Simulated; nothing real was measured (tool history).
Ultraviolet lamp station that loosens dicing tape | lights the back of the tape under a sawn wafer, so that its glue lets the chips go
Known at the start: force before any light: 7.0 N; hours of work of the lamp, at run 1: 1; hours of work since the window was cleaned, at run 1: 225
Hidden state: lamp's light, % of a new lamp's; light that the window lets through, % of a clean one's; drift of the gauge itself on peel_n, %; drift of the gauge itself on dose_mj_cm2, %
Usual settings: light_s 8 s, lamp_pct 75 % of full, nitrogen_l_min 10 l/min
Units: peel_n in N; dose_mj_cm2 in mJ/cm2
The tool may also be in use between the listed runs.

run	day	light_s	lamp_pct	nitrogen_l_min	hours of work of the lamp	hours of work since the window was cleaned	peel_n	dose_mj_cm2
1	0	8	75	10	1	225	0.554	472
2	0.408	8	75	10	7	232	0.575	469
3	0.621	8	75	10	11	235	0.574	468
4	0.925	8	75	10	16	240	0.582	472
5	1.1	6	75	10	18	243	0.979	350
6	1.404	8	75	10	23	247	0.574	468
7	1.721	8	75	10	28	252	0.598	472
8	2.104	8	75	10	34	259	0.567	471
9	2.383	8	75	10	39	263	0.593	467
10	2.575	8	75	10	42	266	0.588	468
11	2.983	8	75	10	48	273	0.578	474
12	3.25	8	84	10	53	277	0.455	527
13	3.671	6	75	10	59	284	1.017	355
14	3.921	12	75	10	63	288	0.265	706
15	4.325	13	75	10	70	294	0.224	756
16	4.588	13	75	10	74	298	0.22	769
17	4.904	8	75	10	79	303	0.562	472
18	5.154	8	75	6	83	307	0.813	467
19	5.338	8	75	6	86	310	0.811	469
20	5.6	8	75	6	90	314	0.826	471
21	5.846	8	75	6	94	318	0.851	470
22	6.142	8	75	6	99	323	0.815	468
23	6.483	8	75	11	104	328	0.531	471
24	6.892	8	75	6	111	335	0.811	473
25	7.262	9	77	8	117	341	0.494	546
26	7.521	8	61	8	121	345	0.964	382
27	7.862	8	61	8	126	351	0.967	380
28	8.188	5	76	12	131	356	1.171	297
# day 8.35: window cleaned of glue's vapour
29	8.446	8	80	10	135	1	0.499	507
30	8.662	5	92	10	139	5	0.955	357
31	8.992	5	92	10	144	10	0.959	362
32	9.171	8	63	7	147	13	0.983	390
33	9.492	8	71	19	152	18	0.443	441
34	9.875	6	69	10	158	24	1.119	327
35	10.042	9	75	18	161	27	0.311	528
36	10.317	9	75	18	165	31	0.325	531
37	10.592	9	75	18	170	36	0.31	528
38	10.992	8	85	14	176	42	0.342	532
39	11.267	8	92	5	180	47	0.631	573
40	11.488	8	82	4	184	50	0.931	518
41	11.712	8	82	4	187	54	0.867	510
42	11.958	8	82	4	191	58	0.909	505
43	12.35	8	82	4	198	64	0.876	512

Hidden state at the last listed run before each entry between runs and at the first one after, where it differs:
Between runs 28 and 29: window cleaned of glue's vapour (day 8.35)
  light that the window lets through, % of a clean one's: 99.8 -> 100
